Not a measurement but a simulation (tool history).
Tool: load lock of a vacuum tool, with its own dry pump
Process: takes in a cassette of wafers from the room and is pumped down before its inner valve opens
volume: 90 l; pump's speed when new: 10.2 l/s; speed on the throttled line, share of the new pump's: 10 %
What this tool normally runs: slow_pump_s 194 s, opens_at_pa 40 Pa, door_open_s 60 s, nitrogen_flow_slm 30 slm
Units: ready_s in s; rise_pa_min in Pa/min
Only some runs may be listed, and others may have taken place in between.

run	hour	slow_pump_s	opens_at_pa	door_open_s	nitrogen_flow_slm	incoming humidity of the room's air, %	ready_s	rise_pa_min
1	0.0	194	40	60	30	44.1	243.8	0.027
2	58.5	194	40	60	30	44.7	244.1	0.027
3	123.8	194	40	60	30	43.9	246.2	0.030
4	180.9	194	40	60	24	39.9	242.9	0.023
5	270.3	194	40	60	24	48.5	245.4	0.028
6	356.6	194	40	60	30	45.1	243.6	0.018
7	427.6	194	40	43	30	47.5	243.7	0.026
8	484.7	194	40	43	30	47.0	246.7	0.031
9	543.4	137	40	60	30	45.0	193.6	0.022
10	599.8	194	40	60	30	50.2	242.9	0.029
11	664.7	194	40	50	30	44.0	243.9	0.029
12	758.6	122	40	60	30	43.0	178.9	0.024
13	820.5	122	40	60	30	44.7	181.1	0.026
14	864.3	122	40	60	30	48.6	179.7	0.033
15	920.9	194	40	60	30	44.1	244.3	0.024

Forecast run 16:
16	1004.1	194	40	60	30	45.9	?	?

ready_s: 245.4 s
rise_pa_min: 0.024 Pa/min
With no hidden state in the tool, this same run would have given ready_s 245.4 s, rise_pa_min 0.024 Pa/min.

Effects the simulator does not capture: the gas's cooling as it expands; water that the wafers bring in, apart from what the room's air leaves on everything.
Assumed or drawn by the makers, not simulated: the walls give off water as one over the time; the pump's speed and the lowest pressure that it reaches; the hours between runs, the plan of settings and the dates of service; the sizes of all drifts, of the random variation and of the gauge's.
